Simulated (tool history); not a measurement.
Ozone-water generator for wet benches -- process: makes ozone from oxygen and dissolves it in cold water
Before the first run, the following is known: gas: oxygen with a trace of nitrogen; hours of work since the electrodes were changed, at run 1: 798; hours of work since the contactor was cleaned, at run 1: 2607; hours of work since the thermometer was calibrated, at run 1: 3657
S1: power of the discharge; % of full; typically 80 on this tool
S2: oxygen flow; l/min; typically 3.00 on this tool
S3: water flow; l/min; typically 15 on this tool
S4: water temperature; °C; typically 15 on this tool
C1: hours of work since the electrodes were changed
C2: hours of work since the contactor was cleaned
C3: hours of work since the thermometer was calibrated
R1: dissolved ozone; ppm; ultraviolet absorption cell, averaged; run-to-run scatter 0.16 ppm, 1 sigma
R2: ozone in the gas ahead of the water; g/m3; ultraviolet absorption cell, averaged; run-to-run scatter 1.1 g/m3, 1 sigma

run	day	S1	S2	S3	S4	C1	C2	C3	R1	R2
1	0.000	80	3.00	15	15	798	2607	3657	18.8	193.1
2	0.917	80	3.00	15	15	814	2623	3673	18.9	192.7
3	2.000	80	3.00	15	15	832	2641	3691	18.8	194.4
4	3.054	80	3.00	15	15	850	2659	3709	18.9	194.7
5	4.158	80	3.00	11	15	869	2678	3728	24.0	195.2
6	4.879	80	3.00	11	15	881	2690	3740	24.0	194.1
7	6.004	80	3.00	11	15	901	2709	3759	23.9	192.1
8	7.071	80	3.00	15	9	919	2728	3778	19.9	193.7
9	7.825	59	2.78	10	14	932	2740	3791	20.5	157.3
# day 8.333: contactor cleaned
10	8.712	80	3.00	16	7	944	6	3803	19.7	194.4
11	9.267	74	3.40	15	15	953	16	3812	17.9	165.2
12	10.404	74	3.40	15	15	973	35	3832	17.5	166.9
13	11.192	74	3.40	15	15	986	49	3845	17.8	166.2
14	12.104	80	3.00	15	23	1002	64	3861	17.3	192.6
15	13.104	80	3.00	15	23	1019	81	3878	17.2	190.8

Below are 4 alternative next runs, each starting from the tool's condition after run 15. Predict each:
A	14.204	76	3.00	15	21	1038	100	3897	?	?
B	14.204	45	3.83	15	22	1038	100	3897	?	?
C	14.204	80	3.00	15	15	1038	100	3897	?	?
D	14.204	94	3.00	20	15	1038	100	3897	?	?

run	R1	R2
A	16.8	185.3
B	10.2	99.9
C	19.1	193.9
D	16.9	219.3
What these runs would have given with no unlogged condition in the tool:
run	R1	R2
A	17.6	190.7
B	10.5	101.6
C	19.9	199.8
D	17.7	226.8
